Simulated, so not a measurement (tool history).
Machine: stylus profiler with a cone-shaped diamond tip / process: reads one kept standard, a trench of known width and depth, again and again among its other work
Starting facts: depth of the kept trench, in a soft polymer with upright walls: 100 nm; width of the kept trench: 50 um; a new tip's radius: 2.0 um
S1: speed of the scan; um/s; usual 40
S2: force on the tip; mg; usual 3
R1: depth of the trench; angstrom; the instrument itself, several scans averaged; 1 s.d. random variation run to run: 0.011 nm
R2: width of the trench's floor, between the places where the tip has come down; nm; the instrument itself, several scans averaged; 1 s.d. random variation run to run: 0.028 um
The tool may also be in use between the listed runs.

Run 1, hour 0: usual settings. Result: R1 1009.8 angstrom, R2 48310 nm.
Run 2, hour 46.1: usual settings. Result: R1 1009.8 angstrom, R2 48220 nm.
Run 3, hour 80.9: usual settings but S1 132 um/s. Result: R1 1010 angstrom, R2 47740 nm.
Run 4, hour 117.2: usual settings but S1 132 um/s. Result: R1 1009.8 angstrom, R2 47650 nm.
Run 5, hour 142.6: usual settings but S1 132 um/s. Result: R1 1010 angstrom, R2 47720 nm.
Run 6, hour 193.7: usual settings. Result: R1 1009.8 angstrom, R2 48210 nm.
Run 7, hour 221.2: usual settings but S1 11 um/s. Result: R1 1010.1 angstrom, R2 48380 nm.
Run 8, hour 272.4: usual settings but S1 11 um/s. Result: R1 1010.1 angstrom, R2 48300 nm.
Run 9, hour 300: usual settings but S1 53 um/s. Result: R1 1010.1 angstrom, R2 48050 nm.
Run 10, hour 323.6: usual settings but S1 53 um/s. Result: R1 1010.3 angstrom, R2 48100 nm.
Run 11, hour 357.5: usual settings but S1 53 um/s. Result: R1 1010.4 angstrom, R2 48100 nm.
Run 12, hour 392.3: usual settings but S1 53 um/s. Result: R1 1009.9 angstrom, R2 48070 nm.
Run 13, hour 436.8: usual settings but S1 53 um/s. Result: R1 1010.2 angstrom, R2 48030 nm.
Run 14, hour 480.9: usual settings but S1 53 um/s. Result: R1 1010.2 angstrom, R2 48030 nm.
Run 15, hour 506.1: usual settings. Result: R1 1010.4 angstrom, R2 48150 nm.
Run 16, hour 529.8: usual settings. Result: R1 1010.3 angstrom, R2 48130 nm.
Run 17, hour 562.3: usual settings but S1 116 um/s. Result: R1 1010.4 angstrom, R2 47690 nm.
Run 18, hour 598.7: usual settings but S1 116 um/s. Result: R1 1010.4 angstrom, R2 47690 nm.
Run 19, hour 645.4: usual settings but S1 12 um/s, S2 3.48 mg. Result: R1 1011.5 angstrom, R2 48270 nm.
Run 20, hour 670.4: usual settings but S1 12 um/s, S2 3.48 mg. Result: R1 1011.4 angstrom, R2 48270 nm.
Run 21, hour 720.7: usual settings but S1 12 um/s, S2 3.48 mg. Result: R1 1011.4 angstrom, R2 48240 nm.
Run 22, hour 741.3: usual settings but S1 122 um/s, S2 1.64 mg. Result: R1 1007.6 angstrom, R2 47400 nm.
Run 23, hour 768: usual settings but S1 102 um/s, S2 1.59 mg. Result: R1 1007.4 angstrom, R2 47500 nm.
Run 24, hour 813: usual settings but S1 106 um/s, S2 6.65 mg. Result: R1 1017 angstrom, R2 47890 nm.
At hour 835.4: height scale calibrated on a step standard.
Run 25, hour 846.1: usual settings but S1 13 um/s, S2 2.67 mg. Result: R1 1008.5 angstrom, R2 48200 nm.
Run 26, hour 874.3: usual settings but S1 19 um/s, S2 3.73 mg. Result: R1 1010.9 angstrom, R2 48170 nm.
Run 27, hour 916.4: usual settings but S1 103 um/s, S2 2.29 mg. Result: R1 1008 angstrom, R2 47580 nm.
Run 28, hour 943.9: usual settings but S1 103 um/s, S2 2.29 mg. Result: R1 1008 angstrom, R2 47610 nm.
Run 29, hour 994.1: usual settings but S1 31 um/s, S2 4.67 mg. Result: R1 1012.4 angstrom, R2 48120 nm.
Run 30, hour 1042.3: usual settings but S1 32 um/s, S2 1.82 mg. Result: R1 1006.9 angstrom, R2 47980 nm.
Run 31, hour 1078.4: usual settings but S1 32 um/s, S2 5.21 mg. Result: R1 1013.6 angstrom, R2 48110 nm.
Run 32, hour 1099.1: usual settings but S1 85 um/s, S2 1.34 mg. Result: R1 1005.9 angstrom, R2 47510 nm.
Run 33, hour 1122: usual settings but S1 85 um/s, S2 1.34 mg. Result: R1 1006 angstrom, R2 47450 nm.

Forecast each of these 5 alternatives for the next run:
Run A, hour 1165.1: usual settings but S1 53 um/s, S2 1.94 mg. Result: R1 ?, R2 ?.
Run B, hour 1165.1: usual settings but S1 45 um/s, S2 3.2 mg. Result: R1 ?, R2 ?.
Run C, hour 1165.1: usual settings but S1 24 um/s, S2 3.65 mg. Result: R1 ?, R2 ?.
Run D, hour 1165.1: usual settings but S1 14 um/s, S2 1.55 mg. Result: R1 ?, R2 ?.
Run E, hour 1165.1: usual settings but S1 119 um/s, S2 1.69 mg. Result: R1 ?, R2 ?.

run      R1     R2
  A  1007.5  47840
  B    1010  47950
  C  1010.9  48130
  D  1006.6  48120
  E  1006.7  47290
Take away the tool's hidden state, keep each run's random variation, and the runs would have read:
run      R1     R2
  A  1006.6  48360
  B  1009.1  48470
  C  1010.1  48650
  D  1005.8  48630
  E  1005.9  47810
